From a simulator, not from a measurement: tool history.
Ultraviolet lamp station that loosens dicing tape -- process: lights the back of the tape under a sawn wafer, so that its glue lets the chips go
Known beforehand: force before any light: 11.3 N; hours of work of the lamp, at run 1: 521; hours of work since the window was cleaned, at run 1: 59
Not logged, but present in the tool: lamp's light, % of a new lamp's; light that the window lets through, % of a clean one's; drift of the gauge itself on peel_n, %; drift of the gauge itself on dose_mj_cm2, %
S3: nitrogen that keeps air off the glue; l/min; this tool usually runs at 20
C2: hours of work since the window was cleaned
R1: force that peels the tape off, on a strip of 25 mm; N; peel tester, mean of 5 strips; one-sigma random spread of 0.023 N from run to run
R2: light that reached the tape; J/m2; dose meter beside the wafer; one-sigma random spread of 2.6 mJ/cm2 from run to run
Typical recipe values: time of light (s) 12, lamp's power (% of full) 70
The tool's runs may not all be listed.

Run 1, hour 0: usual settings; hours of work of the lamp 521; C2 59. Result: R1 2.165 N, R2 2300 J/m2.
Run 2, hour 61: usual settings but S3 39 l/min; hours of work of the lamp 559; C2 97. Result: R1 1.612 N, R2 2210 J/m2.
Run 3, hour 116.6: usual settings but S3 15 l/min; hours of work of the lamp 594; C2 132. Result: R1 2.897 N, R2 2130 J/m2.
Run 4, hour 188.7: usual settings; hours of work of the lamp 639; C2 177. Result: R1 2.599 N, R2 2020 J/m2.
Run 5, hour 257.5: usual settings; hours of work of the lamp 682; C2 219. Result: R1 2.731 N, R2 1920 J/m2.
Run 6, hour 308.1: usual settings; hours of work of the lamp 713; C2 251. Result: R1 2.985 N, R2 1790 J/m2.
Run 7, hour 378.6: usual settings; hours of work of the lamp 757; C2 295. Result: R1 3.237 N, R2 1740 J/m2.
At hour 439.9: lamp changed.
Run 8, hour 463.1: usual settings but time of light (s) 9; hours of work of the lamp 14; C2 347. Result: R1 2.611 N, R2 2050 J/m2.
Run 9, hour 529.7: usual settings but time of light (s) 9; hours of work of the lamp 56; C2 388. Result: R1 2.747 N, R2 1960 J/m2.
At hour 569.7: window cleaned of glue's vapour.
Run 10, hour 589.2: usual settings but S3 10 l/min; hours of work of the lamp 93; C2 12. Result: R1 2.234 N, R2 3070 J/m2.
Run 11, hour 678.8: usual settings but S3 10 l/min; hours of work of the lamp 148; C2 68. Result: R1 2.429 N, R2 2850 J/m2.
Run 12, hour 726: usual settings but S3 29 l/min; hours of work of the lamp 178; C2 97. Result: R1 1.165 N, R2 2780 J/m2.
Run 13, hour 801: usual settings; hours of work of the lamp 224; C2 144. Result: R1 1.682 N, R2 2700 J/m2.
Run 14, hour 880.5: usual settings; hours of work of the lamp 274; C2 193. Result: R1 1.81 N, R2 2590 J/m2.
Run 15, hour 925.1: usual settings; hours of work of the lamp 302; C2 221. Result: R1 1.902 N, R2 2490 J/m2.
Run 16, hour 991.4: usual settings; hours of work of the lamp 343; C2 262. Result: R1 2.016 N, R2 2360 J/m2.
Run 17, hour 1063.8: usual settings; hours of work of the lamp 388; C2 307. Result: R1 2.203 N, R2 2270 J/m2.
Run 18, hour 1111.6: usual settings but lamp's power (% of full) 90; hours of work of the lamp 418; C2 337. Result: R1 1.495 N, R2 2890 J/m2.
Run 19, hour 1168: usual settings but lamp's power (% of full) 64; hours of work of the lamp 453; C2 372. Result: R1 2.855 N, R2 1930 J/m2.
At hour 1232: window cleaned of glue's vapour.
Run 20, hour 1234.6: usual settings; hours of work of the lamp 494; C2 2. Result: R1 1.915 N, R2 2390 J/m2.
Run 21, hour 1308.6: usual settings but S3 24 l/min; hours of work of the lamp 540; C2 48. Result: R1 2.043 N, R2 2290 J/m2.
Run 22, hour 1388.2: usual settings but time of light (s) 7, lamp's power (% of full) 85, S3 24 l/min; hours of work of the lamp 589; C2 97. Result: R1 3.491 N, R2 1550 J/m2.
Run 23, hour 1433.2: usual settings but time of light (s) 6, lamp's power (% of full) 69; hours of work of the lamp 617; C2 125. Result: R1 5.421 N, R2 1040 J/m2.
Run 24, hour 1532: usual settings but time of light (s) 8, lamp's power (% of full) 93, S3 9 l/min; hours of work of the lamp 679; C2 187. Result: R1 4.58 N, R2 1710 J/m2.
Run 25, hour 1576.8: usual settings but time of light (s) 8, lamp's power (% of full) 93, S3 9 l/min; hours of work of the lamp 707; C2 214. Result: R1 4.89 N, R2 1610 J/m2.
Run 26, hour 1629.6: usual settings but time of light (s) 8, lamp's power (% of full) 90, S3 21 l/min; hours of work of the lamp 739; C2 247. Result: R1 3.642 N, R2 1530 J/m2.
Run 27, hour 1692.1: usual settings but time of light (s) 8, lamp's power (% of full) 90, S3 21 l/min; hours of work of the lamp 778; C2 286. Result: R1 3.809 N, R2 1440 J/m2.
At hour 1716.4: lamp changed.
Run 28, hour 1781.1: usual settings but time of light (s) 8, lamp's power (% of full) 90, S3 21 l/min; hours of work of the lamp 40; C2 341. Result: R1 2.186 N, R2 2280 J/m2.
Run 29, hour 1882: usual settings but time of light (s) 23, lamp's power (% of full) 97, S3 21 l/min; hours of work of the lamp 103; C2 404. Result: R1 0.198 N, R2 6610 J/m2.
At hour 1897.4: window cleaned of glue's vapour.
Run 30, hour 1960.3: usual settings but time of light (s) 6, lamp's power (% of full) 76, S3 19 l/min; hours of work of the lamp 151; C2 39. Result: R1 3.554 N, R2 1570 J/m2.
Run 31, hour 2003.5: usual settings but time of light (s) 6, lamp's power (% of full) 76, S3 19 l/min; hours of work of the lamp 178; C2 66. Result: R1 3.79 N, R2 1530 J/m2.
Run 32, hour 2075.1: usual settings but time of light (s) 13, lamp's power (% of full) 83, S3 32 l/min; hours of work of the lamp 223; C2 111. Result: R1 0.688 N, R2 3490 J/m2.
Run 33, hour 2142.4: usual settings but time of light (s) 16, lamp's power (% of full) 96, S3 15 l/min; hours of work of the lamp 265; C2 152. Result: R1 0.629 N, R2 4790 J/m2.
Run 34, hour 2229.5: usual settings but time of light (s) 6, S3 7 l/min; hours of work of the lamp 319; C2 207. Result: R1 6.223 N, R2 1240 J/m2.
Run 35, hour 2315.4: usual settings but time of light (s) 7, lamp's power (% of full) 76, S3 25 l/min; hours of work of the lamp 372; C2 260. Result: R1 3.561 N, R2 1540 J/m2.
Run 36, hour 2410.4: usual settings but time of light (s) 20, lamp's power (% of full) 64, S3 16 l/min; hours of work of the lamp 431; C2 319. Result: R1 1.273 N, R2 3330 J/m2.
Run 37, hour 2502.3: usual settings but time of light (s) 13, lamp's power (% of full) 84, S3 36 l/min; hours of work of the lamp 489; C2 376. Result: R1 1.17 N, R2 2680 J/m2.
At hour 2563.8: window cleaned of glue's vapour.
Run 38, hour 2606.3: usual settings but lamp's power (% of full) 64, S3 13 l/min; hours of work of the lamp 553; C2 26. Result: R1 3.136 N, R2 2100 J/m2.
Run 39, hour 2693.1: usual settings but S3 24 l/min; hours of work of the lamp 607; C2 80. Result: R1 2.112 N, R2 2180 J/m2.
Run 40, hour 2770.8: usual settings but lamp's power (% of full) 63, S3 10 l/min; hours of work of the lamp 655; C2 129. Result: R1 4.046 N, R2 1840 J/m2.
Run 41, hour 2839.1: usual settings but lamp's power (% of full) 63, S3 10 l/min; hours of work of the lamp 698; C2 171. Result: R1 4.425 N, R2 1740 J/m2.
Run 42, hour 2887.3: usual settings but time of light (s) 9, lamp's power (% of full) 66, S3 12 l/min; hours of work of the lamp 728; C2 201. Result: R1 5.257 N, R2 1350 J/m2.

Pick out some run-to-run changes in R1. Of each, how much would a tool without hidden state show as well, from the settings, what came in and chance, and how much is left for the hidden state and any gauge scatter not in both results compared?
Run 7 -> 8: time of light (s) 12 -> 9, lamp changed. R1 -0.626 N: hidden state -1.478, all else +0.852.
Run 27 -> 28: lamp changed. R1 -1.623 N: hidden state -1.683, all else +0.06.
Run 29 -> 30: time of light (s) 23 -> 6, lamp's power (% of full) 97 -> 76, S3 21 -> 19, window cleaned of glue's vapour. R1 +3.356 N: hidden state +0.378, all else +2.978.
Run 31 -> 32: time of light (s) 6 -> 13, lamp's power (% of full) 76 -> 83, S3 19 -> 32. R1 -3.102 N: hidden state -0.302, all else -2.8.
Run 33 -> 34: time of light (s) 16 -> 6, lamp's power (% of full) 96 -> 70, S3 15 -> 7. R1 +5.594 N: hidden state +0.775, all else +4.819.
